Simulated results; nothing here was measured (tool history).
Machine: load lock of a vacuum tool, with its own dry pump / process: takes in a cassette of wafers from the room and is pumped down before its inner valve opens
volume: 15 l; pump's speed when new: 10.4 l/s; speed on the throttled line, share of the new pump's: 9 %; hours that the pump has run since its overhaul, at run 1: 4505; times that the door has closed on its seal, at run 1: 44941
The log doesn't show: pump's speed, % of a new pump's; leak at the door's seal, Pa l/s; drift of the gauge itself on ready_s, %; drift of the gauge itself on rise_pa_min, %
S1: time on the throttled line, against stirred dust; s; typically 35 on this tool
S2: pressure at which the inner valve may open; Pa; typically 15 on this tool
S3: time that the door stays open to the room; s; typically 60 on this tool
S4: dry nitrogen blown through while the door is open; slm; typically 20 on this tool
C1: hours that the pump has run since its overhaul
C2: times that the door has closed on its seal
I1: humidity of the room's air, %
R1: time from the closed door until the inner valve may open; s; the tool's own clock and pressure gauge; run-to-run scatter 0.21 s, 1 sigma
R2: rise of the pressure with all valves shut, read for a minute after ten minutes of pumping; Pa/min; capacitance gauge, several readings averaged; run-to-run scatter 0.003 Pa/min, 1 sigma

{"run": 1, "hour": 0.0, "S1": 35, "S2": 15, "S3": 60, "S4": 20, "C1": 4505, "C2": 44941, "I1": 45.7, "R1": 45, "R2": 0.219}
{"run": 2, "hour": 197.4, "S1": 35, "S2": 15, "S3": 60, "S4": 20, "C1": 4702, "C2": 45721, "I1": 44.8, "R1": 44.8, "R2": 0.222}
{"run": 3, "hour": 388.0, "S1": 35, "S2": 15, "S3": 60, "S4": 20, "C1": 4893, "C2": 46474, "I1": 39.6, "R1": 44.8, "R2": 0.23}
{"run": 4, "hour": 624.9, "S1": 35, "S2": 15, "S3": 60, "S4": 20, "C1": 5130, "C2": 47410, "I1": 45.2, "R1": 45.2, "R2": 0.233}
{"run": 5, "hour": 867.0, "S1": 35, "S2": 15, "S3": 60, "S4": 20, "C1": 5372, "C2": 48367, "I1": 45.6, "R1": 45.2, "R2": 0.232}
{"run": 6, "hour": 1107.6, "S1": 35, "S2": 15, "S3": 60, "S4": 26, "C1": 5613, "C2": 49317, "I1": 48.1, "R1": 45.1, "R2": 0.243}
{"run": 7, "hour": 1256.1, "S1": 35, "S2": 15, "S3": 60, "S4": 20, "C1": 5761, "C2": 49904, "I1": 41.9, "R1": 44.7, "R2": 0.244}
{"hour": 1288.5, "done": "door's seal changed, seat wiped"}
{"run": 8, "hour": 1495.7, "S1": 35, "S2": 15, "S3": 60, "S4": 20, "C1": 5999, "C2": 818, "I1": 46.9, "R1": 45.1, "R2": 0.049}
{"run": 9, "hour": 1721.7, "S1": 35, "S2": 15, "S3": 60, "S4": 20, "C1": 6225, "C2": 1711, "I1": 43.3, "R1": 45.2, "R2": 0.045}
{"run": 10, "hour": 1950.1, "S1": 35, "S2": 15, "S3": 60, "S4": 17, "C1": 6454, "C2": 2613, "I1": 44.8, "R1": 45.1, "R2": 0.047}
{"run": 11, "hour": 2188.6, "S1": 35, "S2": 15, "S3": 31, "S4": 20, "C1": 6692, "C2": 3556, "I1": 48.4, "R1": 45.1, "R2": 0.042}
{"run": 12, "hour": 2418.3, "S1": 35, "S2": 15, "S3": 31, "S4": 20, "C1": 6922, "C2": 4463, "I1": 46.8, "R1": 45.3, "R2": 0.042}
{"run": 13, "hour": 2596.8, "S1": 35, "S2": 29, "S3": 60, "S4": 20, "C1": 7100, "C2": 5169, "I1": 45.8, "R1": 44.2, "R2": 0.047}
{"run": 14, "hour": 2764.1, "S1": 35, "S2": 15, "S3": 60, "S4": 9, "C1": 7268, "C2": 5829, "I1": 43, "R1": 45.3, "R2": 0.058}
{"run": 15, "hour": 2874.8, "S1": 22, "S2": 15, "S3": 60, "S4": 20, "C1": 7378, "C2": 6267, "I1": 46.6, "R1": 33.4, "R2": 0.056}
{"run": 16, "hour": 3083.9, "S1": 22, "S2": 15, "S3": 60, "S4": 20, "C1": 7587, "C2": 7093, "I1": 45, "R1": 33.4, "R2": 0.049}
{"run": 17, "hour": 3292.0, "S1": 22, "S2": 15, "S3": 60, "S4": 7, "C1": 7796, "C2": 7915, "I1": 42.1, "R1": 33.3, "R2": 0.059}
{"run": 18, "hour": 3443.0, "S1": 22, "S2": 15, "S3": 60, "S4": 7, "C1": 7947, "C2": 8511, "I1": 47.9, "R1": 33.7, "R2": 0.068}
{"run": 19, "hour": 3686.1, "S1": 22, "S2": 15, "S3": 60, "S4": 7, "C1": 8190, "C2": 9472, "I1": 45.9, "R1": 33.9, "R2": 0.074}
{"run": 20, "hour": 3871.2, "S1": 35, "S2": 15, "S3": 44, "S4": 17, "C1": 8375, "C2": 10203, "I1": 47.2, "R1": 45, "R2": 0.06}
{"run": 21, "hour": 4011.8, "S1": 35, "S2": 15, "S3": 44, "S4": 17, "C1": 8515, "C2": 10759, "I1": 45.2, "R1": 45.2, "R2": 0.057}
{"run": 22, "hour": 4157.4, "S1": 35, "S2": 15, "S3": 60, "S4": 14, "C1": 8661, "C2": 11334, "I1": 48.2, "R1": 45, "R2": 0.076}
{"run": 23, "hour": 4340.5, "S1": 35, "S2": 19, "S3": 166, "S4": 21, "C1": 8844, "C2": 12057, "I1": 46.6, "R1": 44.9, "R2": 0.097}
{"run": 24, "hour": 4463.4, "S1": 35, "S2": 19, "S3": 166, "S4": 21, "C1": 8967, "C2": 12543, "I1": 48.2, "R1": 45, "R2": 0.103}
{"run": 25, "hour": 4614.6, "S1": 25, "S2": 21, "S3": 60, "S4": 20, "C1": 9118, "C2": 13140, "I1": 45.1, "R1": 35.5, "R2": 0.073}
{"run": 26, "hour": 4824.7, "S1": 25, "S2": 21, "S3": 60, "S4": 20, "C1": 9328, "C2": 13970, "I1": 45, "R1": 35.6, "R2": 0.071}
{"run": 27, "hour": 5044.3, "S1": 25, "S2": 21, "S3": 213, "S4": 11, "C1": 9548, "C2": 14837, "I1": 46, "R1": 35.5, "R2": 0.126}
{"run": 28, "hour": 5190.8, "S1": 25, "S2": 21, "S3": 129, "S4": 6, "C1": 9694, "C2": 15416, "I1": 46.1, "R1": 36, "R2": 0.118}
{"run": 29, "hour": 5447.2, "S1": 23, "S2": 23, "S3": 42, "S4": 6, "C1": 9951, "C2": 16429, "I1": 46.5, "R1": 33.9, "R2": 0.083}
{"run": 30, "hour": 5616.1, "S1": 35, "S2": 15, "S3": 167, "S4": 31, "C1": 10120, "C2": 17097, "I1": 43.3, "R1": 45.6, "R2": 0.099}
{"run": 31, "hour": 5724.2, "S1": 52, "S2": 15, "S3": 69, "S4": 16, "C1": 10228, "C2": 17524, "I1": 45.8, "R1": 61, "R2": 0.089}
{"run": 32, "hour": 5896.2, "S1": 52, "S2": 15, "S3": 69, "S4": 16, "C1": 10400, "C2": 18203, "I1": 46.7, "R1": 60.8, "R2": 0.089}
{"run": 33, "hour": 6002.4, "S1": 34, "S2": 12, "S3": 43, "S4": 12, "C1": 10506, "C2": 18623, "I1": 44.4, "R1": 44.7, "R2": 0.082}
{"run": 34, "hour": 6193.2, "S1": 34, "S2": 12, "S3": 94, "S4": 4, "C1": 10697, "C2": 19377, "I1": 45.8, "R1": 44.9, "R2": 0.118}
{"run": 35, "hour": 6297.0, "S1": 39, "S2": 18, "S3": 139, "S4": 4, "C1": 10801, "C2": 19787, "I1": 46, "R1": 48.7, "R2": 0.13}
{"run": 36, "hour": 6510.9, "S1": 35, "S2": 21, "S3": 60, "S4": 6, "C1": 11015, "C2": 20632, "I1": 44.6, "R1": 45.1, "R2": 0.104}
{"run": 37, "hour": 6675.8, "S1": 35, "S2": 21, "S3": 60, "S4": 6, "C1": 11179, "C2": 21283, "I1": 45.7, "R1": 44.8, "R2": 0.108}

Take each entry between the runs: how does the hidden state at the last listed run before it differ from the hidden state at the first listed run after it?
From run 7 to run 8: door's seal changed, seat wiped (hour 1288.5)
  pump's speed, % of a new pump's: 95.3 -> 95.1; leak at the door's seal, Pa l/s: 0.0542 -> 0.0033
  measured minus no-state result, R1: +0.5 -> +0.5 s; R2: +0.209 -> +0.006 Pa/min

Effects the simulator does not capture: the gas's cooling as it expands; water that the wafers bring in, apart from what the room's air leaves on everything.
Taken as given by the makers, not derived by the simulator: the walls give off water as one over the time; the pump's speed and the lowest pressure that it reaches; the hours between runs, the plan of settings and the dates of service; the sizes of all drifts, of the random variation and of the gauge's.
